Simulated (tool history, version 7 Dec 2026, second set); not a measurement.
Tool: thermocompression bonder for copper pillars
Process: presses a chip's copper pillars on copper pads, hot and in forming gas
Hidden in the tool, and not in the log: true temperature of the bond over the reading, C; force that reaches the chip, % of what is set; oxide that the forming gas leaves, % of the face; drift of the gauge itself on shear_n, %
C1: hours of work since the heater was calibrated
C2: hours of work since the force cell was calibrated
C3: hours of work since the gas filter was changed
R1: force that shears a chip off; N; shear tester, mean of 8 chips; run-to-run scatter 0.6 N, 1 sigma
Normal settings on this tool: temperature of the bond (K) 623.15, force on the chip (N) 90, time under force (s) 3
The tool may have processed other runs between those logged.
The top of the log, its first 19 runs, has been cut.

Run 20, hour 1003.9: usual settings but temperature of the bond (K) 627.15, time under force (s) 2; C1 1267; C2 740; C3 225. Result: R1 30.2 N.
At hour 1013.3: forming gas filter changed.
Run 21, hour 1040.4: usual settings but temperature of the bond (K) 630.15, force on the chip (N) 120, time under force (s) 6; C1 1295; C2 768; C3 21. Result: R1 52.9 N.
Run 22, hour 1102.5: usual settings but temperature of the bond (K) 621.15, force on the chip (N) 86, time under force (s) 7; C1 1342; C2 815; C3 68. Result: R1 43.6 N.
Run 23, hour 1155.2: usual settings but temperature of the bond (K) 597.15, force on the chip (N) 81, time under force (s) 2; C1 1382; C2 855; C3 108. Result: R1 18.2 N.
Run 24, hour 1202.4: usual settings but temperature of the bond (K) 594.15, force on the chip (N) 113, time under force (s) 8; C1 1417; C2 891; C3 143. Result: R1 37.6 N.
Run 25, hour 1247.8: usual settings but temperature of the bond (K) 645.15, force on the chip (N) 126, time under force (s) 7; C1 1452; C2 925; C3 178. Result: R1 64.4 N.
Run 26, hour 1287.3: usual settings but temperature of the bond (K) 649.15; C1 1482; C2 955; C3 208. Result: R1 45.2 N.
At hour 1324.4: forming gas filter changed.
Run 27, hour 1354.5: usual settings but temperature of the bond (K) 638.15, force on the chip (N) 127; C1 1532; C2 1005; C3 23. Result: R1 49.3 N.
At hour 1375.1: heater calibrated with a thermocouple chip.
Run 28, hour 1404.6: usual settings but temperature of the bond (K) 638.15, force on the chip (N) 127; C1 22; C2 1042; C3 59. Result: R1 49.7 N.
Run 29, hour 1465.4: usual settings; C1 68; C2 1088; C3 105. Result: R1 33.3 N.
Run 30, hour 1515.1: usual settings but temperature of the bond (K) 622.15, force on the chip (N) 116; C1 106; C2 1126; C3 143. Result: R1 39.5 N.

Here are 4 independent what-if runs from the current tool condition. What would each one return?
Run A, hour 1562.8: usual settings but temperature of the bond (K) 635.15, force on the chip (N) 113; C1 142; C2 1162; C3 179. Result: R1 ?.
Run B, hour 1562.8: usual settings but temperature of the bond (K) 627.15, force on the chip (N) 75, time under force (s) 2; C1 142; C2 1162; C3 179. Result: R1 ?.
Run C, hour 1562.8: usual settings but temperature of the bond (K) 616.15, force on the chip (N) 76; C1 142; C2 1162; C3 179. Result: R1 ?.
Run D, hour 1562.8: usual settings but temperature of the bond (K) 643.15, force on the chip (N) 99, time under force (s) 5; C1 142; C2 1162; C3 179. Result: R1 ?.

run    R1
  A  44.3
  B  26.8
  C  27.1
  D  53.4
Without the tool's unlogged condition, the same runs would have read:
run    R1
  A  44.5
  B  26.9
  C  27.2
  D  53.5

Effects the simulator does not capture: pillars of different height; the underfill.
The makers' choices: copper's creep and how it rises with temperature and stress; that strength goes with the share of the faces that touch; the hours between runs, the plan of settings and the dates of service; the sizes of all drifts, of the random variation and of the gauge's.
